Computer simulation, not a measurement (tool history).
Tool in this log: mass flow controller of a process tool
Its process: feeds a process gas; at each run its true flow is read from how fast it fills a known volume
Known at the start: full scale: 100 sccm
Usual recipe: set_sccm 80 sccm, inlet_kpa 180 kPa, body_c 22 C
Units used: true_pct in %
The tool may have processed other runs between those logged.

| run | day | set_sccm | inlet_kpa | body_c | true_pct |
|---|---|---|---|---|---|
| 1 | 0 | 80 | 180 | 22 | 100.11 |
| 2 | 7.083 | 34 | 180 | 22 | 100.33 |
| 3 | 15.754 | 34 | 196 | 22 | 100.28 |
| 4 | 25.267 | 34 | 196 | 22 | 100.21 |
| 5 | 31.004 | 34 | 196 | 22 | 100.26 |
| 6 | 37.896 | 80 | 180 | 22 | 100.11 |
| 7 | 46.275 | 90 | 180 | 22 | 100.29 |
| 8 | 56.029 | 80 | 180 | 37 | 98.47 |
| 9 | 63.704 | 80 | 180 | 22 | 100.19 |
| 10 | 68.621 | 80 | 180 | 22 | 100.24 |
| 11 | 75.529 | 80 | 180 | 22 | 100.17 |
| 12 | 83.633 | 80 | 149 | 22 | 100.26 |
| 13 | 90.85 | 80 | 149 | 22 | 100.29 |
|  | 91.7 | controller's zero set anew |
| 14 | 95.638 | 80 | 180 | 22 | 100.1 |
| 15 | 104.25 | 80 | 180 | 22 | 100.24 |
| 16 | 109.004 | 41 | 267 | 30 | 99.33 |
| 17 | 117.396 | 14 | 173 | 38 | 99.27 |
|  | 126.188 | controller's zero set anew, once more |
| 18 | 126.296 | 34 | 257 | 20 | 100.16 |
| 19 | 133.412 | 80 | 150 | 38 | 98.26 |
| 20 | 141.971 | 15 | 232 | 32 | 98.92 |
| 21 | 147.35 | 80 | 141 | 27 | 99.44 |
| 22 | 154.888 | 80 | 141 | 27 | 99.39 |
| 23 | 158.933 | 80 | 141 | 27 | 99.49 |
| 24 | 165.908 | 80 | 234 | 29 | 99.23 |
| 25 | 174.446 | 80 | 234 | 29 | 99.19 |
| 26 | 181.654 | 80 | 262 | 21 | 100.15 |
| 27 | 186.292 | 56 | 197 | 28 | 99.32 |
| 28 | 194.962 | 56 | 197 | 28 | 99.3 |
| 29 | 204.1 | 36 | 240 | 22 | 99.92 |
| 30 | 208.496 | 36 | 240 | 30 | 99.15 |

Pick out some run-to-run changes in true_pct. Of each, how much would a tool without hidden state show as well, from the settings, what came in and chance, and how much is left for the hidden state and any gauge scatter not in both results compared?
Hidden conditions of the tool in this case: flow at rest that the sensor doesn't see, % of full scale; true flow over the shown one, %; drift of the gauge itself on true_pct, %.
Run 7 -> 8: set_sccm 90 -> 80, body_c 22 -> 37. true_pct -1.82 %: hidden state +0, all else -1.82.
Run 8 -> 9: body_c 37 -> 22. true_pct +1.72 %: hidden state -0.01, all else +1.73.
Run 16 -> 17: set_sccm 41 -> 14, inlet_kpa 267 -> 173, body_c 30 -> 38. true_pct -0.06 %: hidden state +0.85, all else -0.91.
Run 17 -> 18: set_sccm 14 -> 34, inlet_kpa 173 -> 257, body_c 38 -> 20, controller's zero set anew, once more. true_pct +0.89 %: hidden state -1.18, all else +2.07.
Run 18 -> 19: set_sccm 34 -> 80, inlet_kpa 257 -> 150, body_c 20 -> 38. true_pct -1.9 %: hidden state -0.09, all else -1.81.
Run 20 -> 21: set_sccm 15 -> 80, inlet_kpa 232 -> 141, body_c 32 -> 27. true_pct +0.52 %: hidden state -0.31, all else +0.83.
